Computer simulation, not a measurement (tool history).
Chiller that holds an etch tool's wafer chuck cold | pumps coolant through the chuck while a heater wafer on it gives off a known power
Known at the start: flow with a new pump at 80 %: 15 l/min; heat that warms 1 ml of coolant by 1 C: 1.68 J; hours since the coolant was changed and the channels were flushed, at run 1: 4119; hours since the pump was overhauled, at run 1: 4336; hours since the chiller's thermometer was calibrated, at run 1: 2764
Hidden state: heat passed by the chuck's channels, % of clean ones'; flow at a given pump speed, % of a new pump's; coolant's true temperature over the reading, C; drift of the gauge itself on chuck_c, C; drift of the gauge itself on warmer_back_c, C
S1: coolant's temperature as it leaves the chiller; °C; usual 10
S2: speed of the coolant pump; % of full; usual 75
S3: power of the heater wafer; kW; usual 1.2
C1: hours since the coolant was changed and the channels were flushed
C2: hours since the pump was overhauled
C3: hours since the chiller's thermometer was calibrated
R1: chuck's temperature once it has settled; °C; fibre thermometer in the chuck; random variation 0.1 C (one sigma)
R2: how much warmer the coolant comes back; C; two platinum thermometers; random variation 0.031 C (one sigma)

{"run": 1, "hour": 0.0, "S1": 10, "S2": 75, "S3": 1.2, "C1": 4119, "C2": 4336, "C3": 2764, "R1": 22, "R2": 3.24}
{"run": 2, "hour": 179.9, "S1": 10, "S2": 75, "S3": 1.2, "C1": 4299, "C2": 4516, "C3": 2944, "R1": 22.4, "R2": 3.25}
{"run": 3, "hour": 309.2, "S1": 10, "S2": 75, "S3": 1.2, "C1": 4429, "C2": 4645, "C3": 3073, "R1": 22.4, "R2": 3.24}
{"run": 4, "hour": 457.8, "S1": 10, "S2": 75, "S3": 1.2, "C1": 4577, "C2": 4794, "C3": 3221, "R1": 22.6, "R2": 3.29}
{"run": 5, "hour": 546.2, "S1": 10, "S2": 75, "S3": 1.2, "C1": 4666, "C2": 4882, "C3": 3310, "R1": 22.7, "R2": 3.36}
{"hour": 671.2, "done": "chiller's thermometer calibrated"}
{"run": 6, "hour": 725.8, "S1": 10, "S2": 75, "S3": 1.451, "C1": 4844, "C2": 5061, "C3": 55, "R1": 25.1, "R2": 4.03}
{"run": 7, "hour": 854.9, "S1": 10, "S2": 75, "S3": 1.2, "C1": 4973, "C2": 5190, "C3": 184, "R1": 23, "R2": 3.38}
{"run": 8, "hour": 1012.7, "S1": 10, "S2": 75, "S3": 1.182, "C1": 5131, "C2": 5348, "C3": 342, "R1": 22.7, "R2": 3.31}
{"run": 9, "hour": 1100.2, "S1": 10, "S2": 75, "S3": 1.182, "C1": 5219, "C2": 5435, "C3": 429, "R1": 22.7, "R2": 3.31}
{"run": 10, "hour": 1282.6, "S1": 10, "S2": 75, "S3": 1.182, "C1": 5401, "C2": 5617, "C3": 611, "R1": 22.9, "R2": 3.31}
{"run": 11, "hour": 1463.1, "S1": 10, "S2": 75, "S3": 1.182, "C1": 5582, "C2": 5798, "C3": 792, "R1": 22.9, "R2": 3.33}
{"run": 12, "hour": 1545.6, "S1": 10, "S2": 72, "S3": 1.182, "C1": 5664, "C2": 5880, "C3": 874, "R1": 23.5, "R2": 3.52}
{"run": 13, "hour": 1674.4, "S1": 10, "S2": 75, "S3": 1.191, "C1": 5793, "C2": 6009, "C3": 1003, "R1": 23.3, "R2": 3.33}
{"hour": 1711.9, "done": "chiller's thermometer calibrated, once more"}
{"run": 14, "hour": 1801.7, "S1": 10, "S2": 75, "S3": 1.191, "C1": 5919, "C2": 6136, "C3": 90, "R1": 22.9, "R2": 3.39}
{"run": 15, "hour": 1974.2, "S1": 10, "S2": 75, "S3": 1.191, "C1": 6092, "C2": 6308, "C3": 262, "R1": 23, "R2": 3.42}
{"run": 16, "hour": 2057.4, "S1": 10, "S2": 75, "S3": 1.2, "C1": 6175, "C2": 6391, "C3": 345, "R1": 23.4, "R2": 3.36}
{"run": 17, "hour": 2204.6, "S1": 10, "S2": 75, "S3": 1.2, "C1": 6322, "C2": 6538, "C3": 493, "R1": 23.3, "R2": 3.4}
{"hour": 2261.5, "done": "coolant changed, channels flushed"}
{"run": 18, "hour": 2334.7, "S1": 10, "S2": 75, "S3": 1.2, "C1": 73, "C2": 6662, "C3": 617, "R1": 21.3, "R2": 3.48}
{"run": 19, "hour": 2460.4, "S1": 9, "S2": 78, "S3": 0.85, "C1": 199, "C2": 6788, "C3": 742, "R1": 16.8, "R2": 2.36}
{"run": 20, "hour": 2557.2, "S1": 9, "S2": 78, "S3": 0.85, "C1": 296, "C2": 6885, "C3": 839, "R1": 16.8, "R2": 2.32}

Forecast run 21:
{"run": 21, "hour": 2630.8, "S1": 10, "S2": 75, "S3": 1.486, "C1": 369, "C2": 6959, "C3": 913, "R1": "?", "R2": "?"}

R1: 24 °C
R2: 4.25 C
Without the tool's hidden state the same run would have given R1 22.4 °C, R2 3.79 C.

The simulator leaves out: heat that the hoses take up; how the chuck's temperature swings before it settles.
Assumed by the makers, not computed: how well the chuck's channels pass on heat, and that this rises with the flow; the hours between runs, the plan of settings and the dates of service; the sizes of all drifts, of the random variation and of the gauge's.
